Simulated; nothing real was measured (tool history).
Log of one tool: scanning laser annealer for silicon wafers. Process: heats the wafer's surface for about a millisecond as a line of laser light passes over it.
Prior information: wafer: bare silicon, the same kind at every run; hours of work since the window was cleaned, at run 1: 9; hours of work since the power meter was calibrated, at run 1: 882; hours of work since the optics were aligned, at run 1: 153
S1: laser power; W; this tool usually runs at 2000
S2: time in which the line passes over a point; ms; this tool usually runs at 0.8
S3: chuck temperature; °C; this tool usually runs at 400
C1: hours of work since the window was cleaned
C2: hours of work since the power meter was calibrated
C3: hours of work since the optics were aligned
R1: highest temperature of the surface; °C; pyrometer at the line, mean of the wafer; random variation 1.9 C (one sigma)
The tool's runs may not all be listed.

run	day	S1	S2	S3	C1	C2	C3	R1
1	0	2000	0.8	400	9	882	153	1166
2	1.2	2000	0.8	400	25	897	169	1171
3	2.879	2000	0.8	364	47	920	191	1129
4	4.35	2000	0.8	364	66	939	210	1129
5	5.954	2000	0.8	362	88	960	232	1122
6	7.829	2000	0.8	362	112	985	257	1125
7	9.783	2000	0.8	362	138	1011	282	1126
8	11.504	2000	0.8	427	161	1034	305	1188
9	12.404	2000	0.8	427	173	1046	317	1187
10	13.642	2000	0.8	400	189	1062	334	1161
11	15.392	2000	0.8	400	213	1085	357	1160
12	16.612	2004	0.8	400	229	1102	373	1157
13	18.171	2004	0.8	400	249	1122	394	1161
14	19.208	2004	0.8	400	263	1136	407	1155
15	20.558	1873	0.602	374	281	1154	425	980
16	21.838	1873	0.952	372	298	1171	442	1147
17	22.742	2176	0.952	440	310	1183	454	1344
18	23.608	2176	0.952	440	321	1194	466	1338
19	25.329	2038	0.96	420	344	1217	488	1270
20	26.821	2133	0.85	360	364	1237	508	1187

Predict the results of run 21:
21	28.612	1793	0.567	360	388	1261	532	?

Run 21 gave R1 918 °C.
If the tool had no hidden condition, the same run with the same run-to-run variation would have returned R1 939 °C.
